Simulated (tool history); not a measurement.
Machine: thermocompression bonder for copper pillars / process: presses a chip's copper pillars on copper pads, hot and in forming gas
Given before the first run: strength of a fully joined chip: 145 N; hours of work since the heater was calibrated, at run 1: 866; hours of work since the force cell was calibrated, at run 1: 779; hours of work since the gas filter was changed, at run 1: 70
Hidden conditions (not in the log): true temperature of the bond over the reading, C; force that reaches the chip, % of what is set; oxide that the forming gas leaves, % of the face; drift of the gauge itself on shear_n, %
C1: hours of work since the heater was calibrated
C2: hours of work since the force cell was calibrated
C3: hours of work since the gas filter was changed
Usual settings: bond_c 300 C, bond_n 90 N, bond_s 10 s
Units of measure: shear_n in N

run 1 hour=0.0 | bond_c=300 bond_n=90 bond_s=10 | C1=866 C2=779 C3=70 | shear_n=77.6
run 2 hour=58.7 | bond_c=292 bond_n=90 bond_s=10 | C1=908 C2=821 C3=112 | shear_n=71.6
run 3 hour=113.5 | bond_c=292 bond_n=90 bond_s=10 | C1=947 C2=860 C3=151 | shear_n=70.4
run 4 hour=184.4 | bond_c=292 bond_n=90 bond_s=10 | C1=998 C2=911 C3=202 | shear_n=70.5
run 5 hour=238.2 | bond_c=300 bond_n=77 bond_s=10 | C1=1036 C2=950 C3=240 | shear_n=69.3
run 6 hour=289.9 | bond_c=300 bond_n=77 bond_s=10 | C1=1074 C2=987 C3=277 | shear_n=69.0
run 7 hour=357.3 | bond_c=300 bond_n=90 bond_s=10 | C1=1122 C2=1035 C3=326 | shear_n=72.8
run 8 hour=417.2 | bond_c=300 bond_n=90 bond_s=10 | C1=1165 C2=1078 C3=369 | shear_n=72.9
-- hour=431.3 forming gas filter changed
-- hour=478.6 heater calibrated with a thermocouple chip
run 9 hour=481.4 | bond_c=300 bond_n=90 bond_s=10 | C1=2 C2=1122 C3=34 | shear_n=76.2
run 10 hour=550.4 | bond_c=300 bond_n=90 bond_s=10 | C1=51 C2=1172 C3=84 | shear_n=74.7
run 11 hour=604.9 | bond_c=300 bond_n=88 bond_s=10 | C1=91 C2=1211 C3=123 | shear_n=73.2
-- hour=635.2 force cell calibrated
run 12 hour=641.4 | bond_c=300 bond_n=88 bond_s=10 | C1=116 C2=4 C3=148 | shear_n=75.4
run 13 hour=684.7 | bond_c=300 bond_n=88 bond_s=10 | C1=147 C2=35 C3=179 | shear_n=74.5
run 14 hour=720.6 | bond_c=300 bond_n=88 bond_s=10 | C1=172 C2=61 C3=205 | shear_n=74.3
run 15 hour=757.6 | bond_c=296 bond_n=90 bond_s=10 | C1=199 C2=88 C3=231 | shear_n=71.8
run 16 hour=816.9 | bond_c=296 bond_n=90 bond_s=10 | C1=241 C2=130 C3=274 | shear_n=71.6
run 17 hour=893.4 | bond_c=322 bond_n=75 bond_s=17 | C1=296 C2=185 C3=329 | shear_n=93.3
run 18 hour=960.6 | bond_c=315 bond_n=59 bond_s=10 | C1=344 C2=233 C3=377 | shear_n=66.3
-- hour=967.2 forming gas filter changed
run 19 hour=1013.4 | bond_c=307 bond_n=76 bond_s=10 | C1=382 C2=271 C3=33 | shear_n=77.3
run 20 hour=1051.3 | bond_c=323 bond_n=90 bond_s=28 | C1=409 C2=298 C3=60 | shear_n=118.7
run 21 hour=1089.2 | bond_c=323 bond_n=90 bond_s=28 | C1=436 C2=325 C3=87 | shear_n=117.2
run 22 hour=1144.8 | bond_c=300 bond_n=89 bond_s=28 | C1=476 C2=365 C3=127 | shear_n=102.0
run 23 hour=1217.1 | bond_c=300 bond_n=89 bond_s=28 | C1=528 C2=417 C3=179 | shear_n=101.1
run 24 hour=1295.4 | bond_c=300 bond_n=89 bond_s=28 | C1=584 C2=473 C3=235 | shear_n=98.9
run 25 hour=1373.5 | bond_c=302 bond_n=56 bond_s=7 | C1=640 C2=529 C3=291 | shear_n=51.7
run 26 hour=1410.6 | bond_c=291 bond_n=56 bond_s=7 | C1=667 C2=555 C3=318 | shear_n=45.5

Consider 3 possible next runs. They are alternatives, not a sequence: every one starts from the tool as it was left by run 26. What does each give?
run A hour=1457.2 | bond_c=281 bond_n=54 bond_s=7 | C1=700 C2=589 C3=351 | shear_n=?
run B hour=1457.2 | bond_c=303 bond_n=76 bond_s=10 | C1=700 C2=589 C3=351 | shear_n=?
run C hour=1457.2 | bond_c=318 bond_n=90 bond_s=23 | C1=700 C2=589 C3=351 | shear_n=?

run=A shear_n=39.6
run=B shear_n=69.0
run=C shear_n=104.4
The same runs, with their run-to-run variation unchanged, on a tool lacking any hidden condition would have given:
run=A shear_n=43.0
run=B shear_n=75.2
run=C shear_n=114.2
